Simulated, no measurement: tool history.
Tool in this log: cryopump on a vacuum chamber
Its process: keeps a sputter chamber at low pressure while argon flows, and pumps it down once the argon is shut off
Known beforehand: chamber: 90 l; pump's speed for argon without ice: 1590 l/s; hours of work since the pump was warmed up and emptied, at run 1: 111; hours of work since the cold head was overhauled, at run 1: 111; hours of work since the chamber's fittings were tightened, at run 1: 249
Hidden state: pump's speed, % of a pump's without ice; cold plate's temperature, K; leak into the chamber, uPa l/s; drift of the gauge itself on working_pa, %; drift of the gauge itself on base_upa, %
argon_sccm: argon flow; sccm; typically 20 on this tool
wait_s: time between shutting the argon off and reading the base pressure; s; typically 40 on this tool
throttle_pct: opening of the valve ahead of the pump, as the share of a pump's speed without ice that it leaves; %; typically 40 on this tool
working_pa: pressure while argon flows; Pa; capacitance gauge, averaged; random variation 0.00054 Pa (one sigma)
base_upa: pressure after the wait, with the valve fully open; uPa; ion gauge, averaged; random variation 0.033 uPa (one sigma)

| run | hour | argon_sccm | wait_s | throttle_pct | hours of work since the pump was warmed up and emptied | hours of work since the cold head was overhauled | hours of work since the chamber's fittings were tightened | working_pa | base_upa |
|---|---|---|---|---|---|---|---|---|---|
| 1 | 0.0 | 20 | 40 | 40 | 111 | 111 | 249 | 0.0540 | 2.06 |
| 2 | 43.4 | 20 | 202 | 40 | 137 | 137 | 275 | 0.0551 | 0.82 |
| 3 | 73.7 | 20 | 202 | 40 | 155 | 155 | 293 | 0.0549 | 0.85 |
| 4 | 114.7 | 20 | 40 | 37 | 179 | 179 | 317 | 0.0588 | 2.15 |
| 5 | 141.3 | 20 | 40 | 37 | 195 | 195 | 333 | 0.0593 | 2.21 |
| 6 | 174.4 | 20 | 40 | 32 | 215 | 215 | 353 | 0.0688 | 2.24 |
| 7 | 198.2 | 20 | 40 | 32 | 229 | 229 | 367 | 0.0692 | 2.17 |
| 8 | 241.2 | 9 | 40 | 40 | 254 | 254 | 393 | 0.0255 | 2.23 |
| 9 | 262.4 | 11 | 40 | 40 | 267 | 267 | 405 | 0.0302 | 2.26 |
| 10 | 287.0 | 20 | 40 | 28 | 282 | 282 | 420 | 0.0776 | 2.35 |
| 11 | 318.4 | 20 | 40 | 28 | 300 | 300 | 439 | 0.0774 | 2.33 |
| 12 | 344.3 | 20 | 200 | 37 | 316 | 316 | 454 | 0.0599 | 1.06 |
| 13 | 382.7 | 38 | 200 | 22 | 339 | 339 | 477 | 0.1888 | 1.14 |
| 14 | 412.9 | 38 | 200 | 22 | 357 | 357 | 495 | 0.1900 | 1.15 |
| 15 | 450.3 | 10 | 184 | 44 | 379 | 379 | 517 | 0.0255 | 1.19 |
| 16 | 474.2 | 15 | 283 | 28 | 393 | 393 | 531 | 0.0595 | 1.05 |
| 17 | 493.2 | 33 | 283 | 24 | 405 | 405 | 543 | 0.1511 | 1.16 |
| 18 | 529.6 | 33 | 202 | 35 | 426 | 426 | 564 | 0.1058 | 1.21 |
| 19 | 566.6 | 20 | 26 | 47 | 448 | 448 | 586 | 0.0489 | 3.35 |
| 20 | 599.6 | 11 | 117 | 36 | 468 | 468 | 606 | 0.0338 | 1.51 |
| 21 | 628.5 | 11 | 294 | 29 | 485 | 485 | 623 | 0.0416 | 1.23 |
| 22 | 652.0 | 15 | 157 | 42 | 499 | 499 | 637 | 0.0413 | 1.46 |

Predict each of these 3 candidate next runs independently; none follows another, all start after run 22:
| A | 689.1 | 20 | 35 | 40 | 521 | 521 | 659 | ? | ? |
| B | 689.1 | 20 | 40 | 20 | 521 | 521 | 659 | ? | ? |
| C | 689.1 | 16 | 296 | 40 | 521 | 521 | 659 | ? | ? |

| run | working_pa | base_upa |
|---|---|---|
| A | 0.0566 | 2.81 |
| B | 0.1101 | 2.71 |
| C | 0.0448 | 1.31 |
Without the tool's hidden state the same runs would have given:
| run | working_pa | base_upa |
|---|---|---|
| A | 0.0528 | 1.98 |
| B | 0.1062 | 1.84 |
| C | 0.0418 | 0.44 |

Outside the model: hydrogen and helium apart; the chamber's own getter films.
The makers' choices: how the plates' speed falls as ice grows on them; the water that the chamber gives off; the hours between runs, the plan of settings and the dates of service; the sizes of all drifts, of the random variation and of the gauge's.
